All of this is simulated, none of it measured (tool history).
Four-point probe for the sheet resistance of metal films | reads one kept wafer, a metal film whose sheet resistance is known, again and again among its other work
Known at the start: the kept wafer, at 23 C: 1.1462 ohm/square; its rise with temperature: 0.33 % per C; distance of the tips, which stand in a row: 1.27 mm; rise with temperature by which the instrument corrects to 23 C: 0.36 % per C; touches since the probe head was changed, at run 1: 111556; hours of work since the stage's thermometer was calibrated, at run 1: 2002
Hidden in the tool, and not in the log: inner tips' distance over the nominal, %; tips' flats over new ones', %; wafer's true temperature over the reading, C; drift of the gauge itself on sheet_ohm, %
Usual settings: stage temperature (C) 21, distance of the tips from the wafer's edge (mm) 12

| run | hour | stage temperature (C) | distance of the tips from the wafer's edge (mm) | touches since the probe head was changed | hours of work since the stage's thermometer was calibrated | sheet resistance as the instrument gives it (ohm/square) |
|---|---|---|---|---|---|---|
| 1 | 0 | 21 | 12 | 111556 | 2002 | 1.166906 |
| 2 | 60.1 | 21 | 12 | 113121 | 2046 | 1.167622 |
| 3 | 162.9 | 21 | 12 | 115796 | 2122 | 1.167508 |
| 4 | 240 | 23 | 12 | 117802 | 2179 | 1.167162 |
|  | 258 | stage's thermometer calibrated |
| 5 | 300.1 | 23 | 12 | 119353 | 31 | 1.1641 |
| 6 | 401.4 | 23 | 12 | 121990 | 105 | 1.164116 |
| 7 | 495.6 | 23 | 40 | 124441 | 175 | 1.158165 |
| 8 | 597.1 | 23 | 40 | 127084 | 249 | 1.1582 |
| 9 | 739.5 | 23 | 40 | 130789 | 354 | 1.158551 |
| 10 | 875.2 | 23 | 40 | 134321 | 454 | 1.159019 |
| 11 | 1011 | 23 | 40 | 137855 | 553 | 1.159088 |
| 12 | 1075.3 | 21 | 12 | 139529 | 601 | 1.166285 |
| 13 | 1150.4 | 21 | 12 | 141483 | 656 | 1.166996 |
| 14 | 1271.1 | 21 | 12 | 144625 | 745 | 1.167475 |
| 15 | 1403.4 | 31 | 12 | 148069 | 842 | 1.163844 |
| 16 | 1468.8 | 21 | 12 | 149772 | 890 | 1.167898 |
| 17 | 1604.9 | 21 | 12 | 153313 | 990 | 1.167714 |
| 18 | 1699.2 | 21 | 12 | 155768 | 1059 | 1.16773 |
| 19 | 1802.7 | 21 | 12 | 158461 | 1135 | 1.16848 |
| 20 | 1870.3 | 21 | 12 | 160220 | 1185 | 1.168206 |
| 21 | 1996.3 | 21 | 12 | 163501 | 1278 | 1.16835 |
| 22 | 2131.5 | 21 | 12 | 167018 | 1377 | 1.169223 |
| 23 | 2210.8 | 21 | 12 | 169083 | 1435 | 1.169107 |
| 24 | 2346.3 | 30 | 12 | 172611 | 1535 | 1.165879 |
| 25 | 2470.8 | 30 | 12 | 175851 | 1626 | 1.166405 |
| 26 | 2542 | 30 | 12 | 177704 | 1679 | 1.166703 |
| 27 | 2609.1 | 30 | 12 | 179448 | 1728 | 1.166137 |
| 28 | 2703 | 30 | 12 | 181892 | 1797 | 1.167028 |
| 29 | 2819 | 25 | 12 | 184913 | 1882 | 1.169285 |
| 30 | 2952.1 | 25 | 12 | 188376 | 1980 | 1.169506 |
| 31 | 3053.2 | 25 | 12 | 191009 | 2054 | 1.17 |
| 32 | 3181.1 | 25 | 12 | 194337 | 2148 | 1.169798 |
|  | 3235 | stage's thermometer calibrated |
| 33 | 3277.2 | 25 | 12 | 196825 | 31 | 1.167056 |
|  | 3346.3 | new probe head fitted |
| 34 | 3422.6 | 27 | 43 | 1985 | 137 | 1.146812 |
| 35 | 3542.4 | 25 | 18 | 5103 | 225 | 1.150597 |
| 36 | 3667.3 | 25 | 18 | 8354 | 317 | 1.150966 |
| 37 | 3762.1 | 25 | 18 | 10823 | 387 | 1.15143 |
| 38 | 3907.6 | 22 | 9 | 14609 | 494 | 1.161364 |
| 39 | 3985.9 | 28 | 5 | 16648 | 551 | 1.185819 |
| 40 | 4113.2 | 21 | 10 | 19959 | 645 | 1.160578 |
| 41 | 4231.1 | 21 | 10 | 23028 | 731 | 1.160724 |
| 42 | 4328.6 | 33 | 54 | 25567 | 803 | 1.147163 |
| 43 | 4397.7 | 26 | 61 | 27365 | 854 | 1.149438 |
| 44 | 4521 | 27 | 12 | 30574 | 944 | 1.156225 |
| 45 | 4606.6 | 28 | 45 | 32802 | 1007 | 1.149748 |

Some steps in sheet resistance as the instrument gives it (ohm/square) between neighbouring runs. How much of each would the tool show without its hidden state too (settings, what came in, random variation), and how much is left for the hidden state, with any gauge scatter that isn't in both results?
Run 4 -> 5: stage's thermometer calibrated. sheet resistance as the instrument gives it (ohm/square) -0.003062: hidden state -0.003072, all else +0.00001.
Run 32 -> 33: stage's thermometer calibrated. sheet resistance as the instrument gives it (ohm/square) -0.002742: hidden state -0.002976, all else +0.000234.
Run 33 -> 34: stage temperature (C) 25 -> 27, distance of the tips from the wafer's edge (mm) 12 -> 43, new probe head fitted. sheet resistance as the instrument gives it (ohm/square) -0.020244: hidden state -0.012777, all else -0.007467.
Run 38 -> 39: stage temperature (C) 22 -> 28, distance of the tips from the wafer's edge (mm) 9 -> 5. sheet resistance as the instrument gives it (ohm/square) +0.024455: hidden state +0.000246, all else +0.024209.
Run 39 -> 40: stage temperature (C) 28 -> 21, distance of the tips from the wafer's edge (mm) 5 -> 10. sheet resistance as the instrument gives it (ohm/square) -0.025241: hidden state +0.000273, all else -0.025514.
